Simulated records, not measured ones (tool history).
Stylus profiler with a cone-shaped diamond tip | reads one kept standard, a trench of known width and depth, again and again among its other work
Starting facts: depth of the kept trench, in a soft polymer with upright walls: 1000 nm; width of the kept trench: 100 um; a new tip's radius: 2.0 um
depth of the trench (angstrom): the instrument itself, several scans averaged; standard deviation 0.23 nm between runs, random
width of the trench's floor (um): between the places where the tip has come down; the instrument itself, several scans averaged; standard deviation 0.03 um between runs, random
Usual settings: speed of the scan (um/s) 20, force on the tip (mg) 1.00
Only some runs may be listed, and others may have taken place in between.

| run | day | speed of the scan (um/s) | force on the tip (mg) | depth of the trench (angstrom) | width of the trench's floor (um) |
|---|---|---|---|---|---|
| 1 | 0.000 | 20 | 1.00 | 10075.1 | 95.96 |
| 2 | 0.592 | 20 | 1.00 | 10070.2 | 96.02 |
| 3 | 1.667 | 74 | 1.00 | 10070.0 | 95.56 |
| 4 | 2.683 | 20 | 1.00 | 10071.5 | 96.00 |
| 5 | 3.350 | 20 | 1.00 | 10066.8 | 96.04 |
| 6 | 4.329 | 20 | 1.00 | 10066.8 | 95.99 |
| 7 | 5.221 | 20 | 1.00 | 10071.4 | 96.00 |
| 8 | 5.712 | 20 | 1.00 | 10073.0 | 95.98 |
| 9 | 6.892 | 20 | 1.00 | 10065.0 | 95.98 |
| 10 | 7.825 | 63 | 1.00 | 10068.1 | 95.68 |
| 11 | 8.425 | 20 | 1.00 | 10071.9 | 95.99 |
| 12 | 9.508 | 20 | 1.00 | 10066.4 | 95.97 |
| 13 | 10.617 | 20 | 1.00 | 10066.6 | 95.90 |
| 14 | 11.196 | 20 | 1.00 | 10065.7 | 95.92 |
| 15 | 12.242 | 20 | 1.00 | 10065.1 | 95.95 |
| 16 | 12.875 | 15 | 0.65 | 10048.2 | 95.93 |
| 17 | 13.471 | 15 | 0.65 | 10046.2 | 95.87 |
| 18 | 13.988 | 26 | 0.70 | 10048.2 | 95.82 |
| 19 | 14.804 | 28 | 0.51 | 10038.1 | 95.72 |
| 20 | 15.904 | 19 | 1.17 | 10072.5 | 95.91 |
| 21 | 16.596 | 27 | 0.85 | 10056.3 | 95.80 |
| 22 | 17.771 | 45 | 1.20 | 10076.1 | 95.66 |
| 23 | 18.938 | 45 | 1.20 | 10074.9 | 95.65 |
| 24 | 19.979 | 39 | 0.49 | 10033.1 | 95.57 |
| 25 | 21.050 | 72 | 1.90 | 10106.4 | 95.59 |
| 26 | 22.183 | 14 | 0.66 | 10044.1 | 95.84 |
| 27 | 23.375 | 25 | 1.16 | 10069.6 | 95.75 |
| 28 | 24.208 | 39 | 2.80 | 10141.2 | 95.78 |
| 29 | 24.717 | 39 | 2.80 | 10143.0 | 95.79 |

Pick out some run-to-run changes in depth of the trench (angstrom). Of each, how much would a tool without hidden state show as well, from the settings, what came in and chance, and how much is left for the hidden state and any gauge scatter not in both results compared?
Hidden conditions of the tool in this case: radius of the tip, um; height scale over the true one, %; drift of the gauge itself on depth_nm, %; drift of the gauge itself on floor_um, %.
Run 2 -> 3: speed of the scan (um/s) 20 -> 74. depth of the trench (angstrom) -0.2: hidden state -0.6, all else +0.4.
Run 22 -> 23: no setting touched and nothing written in the log between the runs. depth of the trench (angstrom) -1.2: hidden state -0.6, all else -0.6.
Run 24 -> 25: speed of the scan (um/s) 39 -> 72, force on the tip (mg) 0.49 -> 1.90. depth of the trench (angstrom) +73.3: hidden state -0.5, all else +73.8.
Run 27 -> 28: speed of the scan (um/s) 25 -> 39, force on the tip (mg) 1.16 -> 2.80. depth of the trench (angstrom) +71.6: hidden state -0.5, all else +72.1.
